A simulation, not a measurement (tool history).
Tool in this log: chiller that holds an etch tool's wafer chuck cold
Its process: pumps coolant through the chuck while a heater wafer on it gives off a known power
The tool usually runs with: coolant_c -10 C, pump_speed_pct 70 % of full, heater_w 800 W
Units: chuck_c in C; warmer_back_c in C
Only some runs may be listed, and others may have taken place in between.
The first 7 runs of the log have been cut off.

run	hour	coolant_c	pump_speed_pct	heater_w	chuck_c	warmer_back_c
8	665.8	-10	78	800	2.4	3.91
9	799.8	-10	78	800	2.6	3.94
10	936.8	-10	78	495	-1.9	2.40
11	1084.6	-16	70	800	-2.2	4.40
12	1225.4	-16	70	800	-2.0	4.49
13	1331.6	-16	70	800	-2.1	4.46
14	1446.2	-16	82	800	-3.5	3.75
15	1594.4	-16	82	800	-3.3	3.77
16	1693.2	-16	82	800	-3.1	3.72
17	1789.0	-14	82	800	-1.2	3.76
18	1856.5	-14	70	834	1.1	4.68
19	2003.3	-14	70	834	1.1	4.70
20	2110.7	-1	70	545	9.1	3.11
# hour 2127.1: coolant pump overhauled
21	2269.3	-10	75	800	2.6	3.55
22	2381.7	-10	98	929	2.1	3.06
23	2520.5	-10	70	442	-2.5	2.12
24	2596.8	-10	70	813	3.5	3.94
25	2699.0	-10	70	813	3.6	3.92
26	2857.3	-10	70	813	3.8	3.95
27	2950.4	-10	70	813	3.8	3.90
28	3023.7	-8	96	1147	7.4	3.94
29	3143.1	-8	96	1147	7.8	4.01
# hour 3234.8: coolant changed, channels flushed
30	3263.5	-19	93	480	-13.0	1.70
31	3409.6	-7	97	672	0.8	2.33

Each row is a separate what-if for the run after 31, all from the same tool condition, not one after another. Results?
# hour 3467.1: chiller's thermometer calibrated
A	3553.8	-12	88	800	?	?
# hour 3467.1: chiller's thermometer calibrated
B	3553.8	-15	60	672	?	?
# hour 3467.1: chiller's thermometer calibrated
C	3553.8	-12	87	1049	?	?

run	chuck_c	warmer_back_c
A	-3.2	3.10
B	-5.4	3.88
C	-0.3	4.12
What these runs would have given with no unlogged condition in the tool:
run	chuck_c	warmer_back_c
A	-3.5	2.98
B	-5.7	3.74
C	-0.6	3.97
